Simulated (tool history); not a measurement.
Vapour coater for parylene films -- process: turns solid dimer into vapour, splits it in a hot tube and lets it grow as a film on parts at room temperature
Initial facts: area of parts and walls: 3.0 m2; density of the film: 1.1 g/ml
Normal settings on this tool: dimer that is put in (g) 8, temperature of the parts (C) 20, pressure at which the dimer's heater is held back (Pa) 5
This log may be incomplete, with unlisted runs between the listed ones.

| run | day | dimer that is put in (g) | temperature of the parts (C) | pressure at which the dimer's heater is held back (Pa) | thickness of the film (nm) |
|---|---|---|---|---|---|
| 1 | 0 | 8 | 20 | 5 | 1120 |
| 2 | 1.933 | 8 | 20 | 5 | 1130 |
| 3 | 3.75 | 8 | 20 | 10.05 | 1000 |
| 4 | 5.183 | 8 | 20 | 2.88 | 1170 |
| 5 | 7.129 | 8 | 20 | 2.88 | 1160 |
| 6 | 9.062 | 8 | 20 | 2.88 | 1190 |
| 7 | 10.625 | 8 | 24 | 5 | 960 |
| 8 | 12.733 | 8 | 24 | 5 | 990 |
| 9 | 14.779 | 8 | 20 | 4 | 1150 |
| 10 | 16.392 | 8 | 20 | 4 | 1130 |
| 11 | 18.646 | 8 | 20 | 4 | 1100 |
| 12 | 20.042 | 8 | 20 | 4 | 1120 |
| 13 | 21.308 | 8 | 20 | 5 | 1070 |
| 14 | 23.379 | 8 | 32 | 5 | 790 |
|  | 25.279 | trap's valve overhauled |
| 15 | 25.279 | 8 | 20 | 10.2 | 1120 |
| 16 | 27.021 | 8 | 20 | 10.2 | 1090 |
| 17 | 28.833 | 8 | 20 | 5 | 1150 |
| 18 | 30.604 | 8 | 20 | 4.61 | 1210 |
| 19 | 32.046 | 8 | 20 | 4.61 | 1190 |
| 20 | 33.408 | 5 | 24 | 5.96 | 660 |
| 21 | 34.354 | 4 | 15 | 2.09 | 720 |
| 22 | 35.429 | 4 | 15 | 2.09 | 720 |
| 23 | 36.95 | 4 | 15 | 2.09 | 720 |
| 24 | 38.433 | 4 | 15 | 2.09 | 720 |
| 25 | 40.067 | 4 | 14 | 5 | 640 |
| 26 | 41.975 | 4 | 23 | 6.09 | 540 |
| 27 | 44.117 | 4 | 23 | 6.09 | 520 |
| 28 | 45.708 | 4 | 13 | 2.04 | 750 |
| 29 | 47.258 | 5 | 15 | 2.13 | 880 |
| 30 | 49.3 | 11 | 20 | 5 | 1510 |
| 31 | 50.729 | 4 | 22 | 2.79 | 590 |
| 32 | 51.788 | 9 | 15 | 3.32 | 1470 |
| 33 | 53.775 | 9 | 18 | 9.31 | 1210 |
| 34 | 55.862 | 3 | 21 | 6.89 | 390 |
| 35 | 57.433 | 3 | 21 | 6.89 | 400 |
| 36 | 59.342 | 3 | 29 | 2.83 | 360 |
| 37 | 61.558 | 6 | 20 | 6.89 | 800 |

Below, each run's measurement less what the same run would have read without the hidden state. Both values contain the same run-to-run variation, but the gauge's scatter may not be the same in both:
What the log doesn't record here: vapour lost through the trap's worn valve, %; true temperature of the parts over the reading, C; drift of the gauge itself on film_um, %.
| run | thickness of the film (nm) |
|---|---|
| 1 | -60 |
| 2 | -60 |
| 3 | -60 |
| 4 | -70 |
| 5 | -80 |
| 6 | -90 |
| 7 | -70 |
| 8 | -70 |
| 9 | -90 |
| 10 | -100 |
| 11 | -100 |
| 12 | -100 |
| 13 | -110 |
| 14 | -90 |
| 15 | +10 |
| 16 | +0 |
| 17 | +0 |
| 18 | -10 |
| 19 | -10 |
| 20 | +0 |
| 21 | -10 |
| 22 | -10 |
| 23 | -10 |
| 24 | -20 |
| 25 | -20 |
| 26 | -20 |
| 27 | -20 |
| 28 | -30 |
| 29 | -30 |
| 30 | -70 |
| 31 | -30 |
| 32 | -80 |
| 33 | -70 |
| 34 | -20 |
| 35 | -30 |
| 36 | -20 |
| 37 | -60 |
